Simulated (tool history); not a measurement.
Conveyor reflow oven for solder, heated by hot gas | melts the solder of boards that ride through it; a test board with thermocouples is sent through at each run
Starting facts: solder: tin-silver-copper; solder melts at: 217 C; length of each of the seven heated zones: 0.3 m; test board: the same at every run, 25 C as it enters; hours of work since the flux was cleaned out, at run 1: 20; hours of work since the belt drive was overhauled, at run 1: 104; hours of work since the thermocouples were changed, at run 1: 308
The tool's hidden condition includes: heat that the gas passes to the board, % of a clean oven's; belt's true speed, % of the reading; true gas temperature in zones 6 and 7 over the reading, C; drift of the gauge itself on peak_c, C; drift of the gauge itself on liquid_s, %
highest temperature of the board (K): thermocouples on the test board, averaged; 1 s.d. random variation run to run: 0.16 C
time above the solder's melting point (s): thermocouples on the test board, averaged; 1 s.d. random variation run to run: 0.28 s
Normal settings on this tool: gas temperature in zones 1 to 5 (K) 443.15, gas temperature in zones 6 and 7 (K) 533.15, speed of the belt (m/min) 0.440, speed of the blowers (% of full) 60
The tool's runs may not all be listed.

run   hour  gas temperature in zones 1 to 5 (K)  gas temperature in zones 6 and 7 (K)  speed of the belt (m/min)  speed of the blowers (% of full)  hours of work since the flux was cleaned out  hours of work since the belt drive was overhauled  hours of work since the thermocouples were changed  highest temperature of the board (K)  time above the solder's melting point (s)
  1    0.0                               443.15                                533.15                      0.440                                60                                            20                                                104                                                 308                                511.65                                       44.1
  2   22.2                               443.15                                533.15                      0.440                                60                                            30                                                114                                                 318                                511.75                                       44.7
  3   42.4                               443.15                                533.15                      0.440                                60                                            39                                                123                                                 327                                511.75                                       44.6
  4   59.1                               443.15                                537.15                      0.440                                60                                            47                                                131                                                 335                                514.75                                       48.1
  5   79.6                               443.15                                533.15                      0.440                                88                                            56                                                140                                                 344                                519.15                                       54.7
  6  102.5                               443.15                                533.15                      0.403                                60                                            67                                                150                                                 355                                514.75                                       53.7
  7  125.6                               453.15                                533.15                      0.403                                60                                            77                                                161                                                 365                                516.75                                       60.3
  8  144.4                               453.15                                533.15                      0.403                                60                                            86                                                169                                                 374                                516.85                                       60.3
  9  160.4                               453.15                                533.15                      0.403                                60                                            93                                                177                                                 381                                516.75                                       60.5
 10  171.6                               453.15                                533.15                      0.403                                60                                            98                                                182                                                 386                                516.75                                       59.9
 11  193.7                               453.15                                533.15                      0.403                                60                                           108                                                192                                                 396                                516.85                                       60.6
 12  215.9                               453.15                                533.15                      0.403                                60                                           118                                                202                                                 406                                516.85                                       59.6
 13  236.0                               453.15                                533.15                      0.351                                60                                           127                                                211                                                 415                                520.85                                       76.2
 14  247.9                               443.15                                533.15                      0.440                                60                                           133                                                216                                                 421                                511.85                                       43.9
 15  275.3                               443.15                                533.15                      0.388                                60                                           145                                                229                                                 433                                515.65                                       57.8
 16  295.3                               443.15                                533.15                      0.435                                60                                           154                                                238                                                 442                                511.95                                       44.9
 17  309.7                               450.15                                536.15                      0.435                                60                                           161                                                245                                                 449                                516.05                                       52.5
 18  331.4                               450.15                                536.15                      0.435                                60                                           171                                                254                                                 459                                516.05                                       52.6
 19  357.3                               450.15                                528.15                      0.435                                60                                           182                                                266                                                 471                                509.35                                       44.9
 20  384.8                               447.15                                528.15                      0.382                                54                                           195                                                279                                                 483                                511.05                                       53.7
 21  398.3                               447.15                                528.15                      0.382                                54                                           201                                                285                                                 489                                511.05                                       53.4
 22  419.1                               443.15                                543.15                      0.394                                60                                           211                                                294                                                 499                                523.65                                       64.4
 23  431.4                               428.15                                526.15                      0.394                                60                                           216                                                300                                                 504                                506.45                                       38.2
 24  448.5                               428.15                                526.15                      0.394                                60                                           224                                                308                                                 512                                506.55                                       37.8
 25  461.1                               428.15                                526.15                      0.394                                60                                           230                                                313                                                 518                                506.25                                       38.0
 26  472.9                               441.15                                538.15                      0.440                                60                                           235                                                319                                                 523                                514.95                                       47.4
 27  484.7                               436.15                                533.15                      0.504                                60                                           240                                                324                                                 528                                504.05                                       25.4
 28  501.5                               436.15                                533.15                      0.504                                60                                           248                                                332                                                 536                                503.75                                       25.6
 29  523.5                               436.15                                533.15                      0.504                                60                                           258                                                342                                                 546                                503.85                                       25.4
 30  540.5                               435.15                                533.15                      0.528                                85                                           266                                                350                                                 554                                510.25                                       33.1

Below are 5 alternative next runs, each starting from the tool's condition after run 30. Predict each:
  A  553.1                               448.15                                546.15                      0.440                                55                                           271                                                355                                                 560                                     ?                                          ?
  B  553.1                               435.15                                526.15                      0.528                                85                                           271                                                355                                                 560                                     ?                                          ?
  C  553.1                               435.15                                533.15                      0.526                                85                                           271                                                355                                                 560                                     ?                                          ?
  D  553.1                               454.15                                533.15                      0.528                                85                                           271                                                355                                                 560                                     ?                                          ?
  E  553.1                               441.15                                533.15                      0.440                                60                                           271                                                355                                                 560                                     ?                                          ?

run  highest temperature of the board (K)  time above the solder's melting point (s)
  A                                521.05                                       55.5
  B                                504.35                                       26.3
  C                                510.25                                       32.6
  D                                514.55                                       43.5
  E                                510.75                                       42.4
Without the tool's hidden state the same runs would have given:
run  highest temperature of the board (K)  time above the solder's melting point (s)
  A                                521.65                                       56.1
  B                                505.55                                       28.1
  C                                511.45                                       34.2
  D                                515.45                                       44.6
  E                                511.45                                       43.5
